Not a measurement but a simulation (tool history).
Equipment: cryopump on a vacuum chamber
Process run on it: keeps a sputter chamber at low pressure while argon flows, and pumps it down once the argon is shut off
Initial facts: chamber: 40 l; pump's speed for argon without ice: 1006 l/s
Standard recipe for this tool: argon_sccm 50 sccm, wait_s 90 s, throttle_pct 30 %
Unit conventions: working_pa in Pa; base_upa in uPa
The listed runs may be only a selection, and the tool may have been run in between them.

| run | hour | argon_sccm | wait_s | throttle_pct | working_pa | base_upa |
|---|---|---|---|---|---|---|
| 1 | 0.0 | 50 | 90 | 30 | 0.2843 | 2.56 |
| 2 | 62.3 | 50 | 90 | 30 | 0.2845 | 2.63 |
| 3 | 125.6 | 50 | 90 | 30 | 0.2870 | 2.60 |
| 4 | 194.9 | 50 | 90 | 30 | 0.2880 | 2.67 |
| 5 | 307.1 | 50 | 90 | 30 | 0.2912 | 2.88 |
| 6 | 382.8 | 50 | 142 | 30 | 0.2961 | 2.59 |
| 7 | 458.5 | 50 | 90 | 30 | 0.2946 | 2.95 |
| 8 | 513.7 | 50 | 90 | 30 | 0.2949 | 2.96 |
| 9 | 619.7 | 50 | 134 | 30 | 0.2977 | 2.84 |
| 10 | 720.2 | 50 | 221 | 30 | 0.2990 | 2.83 |
| 11 | 808.7 | 50 | 221 | 30 | 0.3025 | 2.89 |
| 12 | 858.9 | 50 | 90 | 18 | 0.4916 | 3.34 |
| 13 | 937.2 | 50 | 90 | 18 | 0.4963 | 3.47 |
| 14 | 1011.1 | 50 | 90 | 18 | 0.4958 | 3.48 |
| 15 | 1106.9 | 50 | 90 | 18 | 0.5011 | 3.64 |
| 16 | 1163.1 | 57 | 39 | 16 | 0.6371 | 4.70 |
| 17 | 1213.2 | 21 | 27 | 15 | 0.2498 | 5.42 |
| 18 | 1275.4 | 50 | 190 | 30 | 0.3176 | 3.55 |
| 19 | 1378.4 | 64 | 90 | 22 | 0.5390 | 4.15 |

Run 20, settings as shown, results not yet in. Your forecast:
| 20 | 1457.3 | 64 | 90 | 22 | ? | ? |

Run 20 came out at working_pa 0.5485 Pa, base_upa 4.16 uPa.
If the tool had no hidden condition, the same run with the same run-to-run variation would have returned working_pa 0.4925 Pa, base_upa 1.04 uPa.

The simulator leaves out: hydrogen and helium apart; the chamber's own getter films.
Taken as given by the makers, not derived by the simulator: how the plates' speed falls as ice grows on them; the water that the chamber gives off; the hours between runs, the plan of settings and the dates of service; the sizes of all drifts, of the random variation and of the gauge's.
